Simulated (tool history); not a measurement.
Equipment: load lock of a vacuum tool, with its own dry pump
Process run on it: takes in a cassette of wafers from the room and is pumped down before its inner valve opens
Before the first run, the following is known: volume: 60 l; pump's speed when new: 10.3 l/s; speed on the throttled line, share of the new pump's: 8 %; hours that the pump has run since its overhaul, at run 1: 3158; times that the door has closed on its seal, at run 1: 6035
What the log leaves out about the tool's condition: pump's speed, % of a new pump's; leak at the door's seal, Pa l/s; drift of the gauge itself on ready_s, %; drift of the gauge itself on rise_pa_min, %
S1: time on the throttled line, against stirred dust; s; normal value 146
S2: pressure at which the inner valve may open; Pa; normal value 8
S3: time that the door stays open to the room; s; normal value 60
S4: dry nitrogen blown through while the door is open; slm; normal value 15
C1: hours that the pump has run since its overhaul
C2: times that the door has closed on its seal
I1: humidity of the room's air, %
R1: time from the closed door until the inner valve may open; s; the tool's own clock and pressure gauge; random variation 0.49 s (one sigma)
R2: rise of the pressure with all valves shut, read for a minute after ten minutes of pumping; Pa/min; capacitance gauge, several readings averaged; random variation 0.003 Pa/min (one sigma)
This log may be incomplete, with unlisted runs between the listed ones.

{"run": 1, "hour": 0.0, "S1": 146, "S2": 8, "S3": 60, "S4": 15, "C1": 3158, "C2": 6035, "I1": 44.8, "R1": 191.4, "R2": 0.095}
{"run": 2, "hour": 75.0, "S1": 146, "S2": 8, "S3": 60, "S4": 35, "C1": 3233, "C2": 6263, "I1": 46.2, "R1": 191.1, "R2": 0.088}
{"run": 3, "hour": 170.6, "S1": 146, "S2": 8, "S3": 60, "S4": 35, "C1": 3329, "C2": 6554, "I1": 44.6, "R1": 191.7, "R2": 0.09}
{"run": 4, "hour": 250.6, "S1": 146, "S2": 8, "S3": 84, "S4": 15, "C1": 3409, "C2": 6798, "I1": 45.4, "R1": 191.3, "R2": 0.114}
{"run": 5, "hour": 332.1, "S1": 269, "S2": 8, "S3": 60, "S4": 15, "C1": 3491, "C2": 7046, "I1": 47.8, "R1": 303.6, "R2": 0.11}
{"run": 6, "hour": 392.7, "S1": 146, "S2": 8, "S3": 60, "S4": 8, "C1": 3551, "C2": 7230, "I1": 42.8, "R1": 191.6, "R2": 0.118}
{"run": 7, "hour": 456.8, "S1": 146, "S2": 8, "S3": 60, "S4": 8, "C1": 3615, "C2": 7425, "I1": 42.2, "R1": 192.3, "R2": 0.114}
{"run": 8, "hour": 579.9, "S1": 82, "S2": 8, "S3": 234, "S4": 6, "C1": 3738, "C2": 7800, "I1": 44.1, "R1": 133.1, "R2": 0.178}
{"run": 9, "hour": 662.6, "S1": 99, "S2": 7, "S3": 36, "S4": 7, "C1": 3821, "C2": 8052, "I1": 45.9, "R1": 149.4, "R2": 0.114}
{"run": 10, "hour": 735.6, "S1": 99, "S2": 7, "S3": 36, "S4": 7, "C1": 3894, "C2": 8274, "I1": 47.1, "R1": 148.9, "R2": 0.123}
{"run": 11, "hour": 788.0, "S1": 99, "S2": 7, "S3": 36, "S4": 7, "C1": 3946, "C2": 8434, "I1": 46.7, "R1": 149.7, "R2": 0.12}

Consider 5 possible next runs. They are alternatives, not a sequence: every one starts from the tool as it was left by run 11. What does each give?
{"run": "A", "hour": 891.6, "S1": 146, "S2": 16, "S3": 60, "S4": 6, "C1": 4050, "C2": 8749, "I1": 46.4, "R1": "?", "R2": "?"}
{"run": "B", "hour": 891.6, "S1": 146, "S2": 12, "S3": 60, "S4": 15, "C1": 4050, "C2": 8749, "I1": 45.0, "R1": "?", "R2": "?"}
{"run": "C", "hour": 891.6, "S1": 146, "S2": 15, "S3": 60, "S4": 7, "C1": 4050, "C2": 8749, "I1": 46.9, "R1": "?", "R2": "?"}
{"run": "D", "hour": 891.6, "S1": 99, "S2": 7, "S3": 36, "S4": 15, "C1": 4050, "C2": 8749, "I1": 45.7, "R1": "?", "R2": "?"}
{"run": "E", "hour": 891.6, "S1": 146, "S2": 8, "S3": 60, "S4": 4, "C1": 4050, "C2": 8749, "I1": 43.3, "R1": "?", "R2": "?"}

run=A R1=186.9 R2=0.141
run=B R1=189.2 R2=0.123
run=C R1=187.1 R2=0.141
run=D R1=149.0 R2=0.115
run=E R1=191.7 R2=0.139
What these runs would have given with no unlogged condition in the tool:
run=A R1=185.4 R2=0.051
run=B R1=187.6 R2=0.032
run=C R1=185.5 R2=0.050
run=D R1=147.1 R2=0.024
run=E R1=190.0 R2=0.047

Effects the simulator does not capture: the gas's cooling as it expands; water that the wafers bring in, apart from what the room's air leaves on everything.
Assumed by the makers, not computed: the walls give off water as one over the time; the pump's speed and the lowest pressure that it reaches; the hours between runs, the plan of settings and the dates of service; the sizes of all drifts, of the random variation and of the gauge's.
